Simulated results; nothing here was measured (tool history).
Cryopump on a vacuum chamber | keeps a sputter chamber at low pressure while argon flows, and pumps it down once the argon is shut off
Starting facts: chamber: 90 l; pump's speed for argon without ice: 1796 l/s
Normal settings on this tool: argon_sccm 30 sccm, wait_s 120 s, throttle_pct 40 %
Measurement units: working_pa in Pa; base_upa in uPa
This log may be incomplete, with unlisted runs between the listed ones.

run     day  argon_sccm  wait_s  throttle_pct  working_pa  base_upa
  1   0.000          30     120            40      0.0722      1.42
  2   1.617          21     120            40      0.0508      1.44
  3   2.604          21     120            40      0.0500      1.45
  4   4.096          21     120            40      0.0499      1.45
  5   5.442          17     120            40      0.0402      1.52
  6   7.083          30     120            40      0.0739      1.53
  7   8.762          30     120            40      0.0741      1.55
  8  10.067          30     120            40      0.0730      1.57
  9  11.762          30     120            40      0.0740      1.64
 10  13.062          30     120            41      0.0726      1.67
 11  14.362          30     120            41      0.0718      1.69
 12  15.221          30     120            40      0.0743      1.71
 13  16.942          30     120            40      0.0744      0.42
 14  17.662          30     120            40      0.0743      0.46
 15  18.462          27     120            34      0.0801      0.47
 16  19.321          23      90            26      0.0879      0.57
 17  20.933          15     120            40      0.0380      0.50
 18  22.567          37      79            40      0.0934      0.65
 19  23.538          37      79            40      0.0951      0.65
 20  24.992          37      79            40      0.0950      0.71
 21  26.575          37      79            40      0.0940      0.69
 22  27.583          14     101            49      0.0301      0.71
 23  28.733          18     160            28      0.0648      0.63
 24  29.704          50     215            17      0.2865      0.60
 25  31.212          22      64            39      0.0583      0.87
 26  32.804          16     252            47      0.0359      0.60
 27  33.983          16     252            19      0.0847      0.58

Not shown here: 1 entry made in the log between runs. Locate each between two listed runs and compare the hidden state at the listed run before it with the hidden state at the listed run after it:
In the gap between runs 12 and 13: leaking fittings of the chamber tightened, without venting (day 16.488)
  pump's speed, % of a pump's without ice: 87.9 -> 87.2; cold plate's temperature, K: 12.32 -> 12.34; leak into the chamber, uPa l/s: 2330 -> 358
  measured result minus the result with no hidden state, working_pa: +0.0041 -> +0.0043 Pa; base_upa: +1.32 -> +0.06 uPa
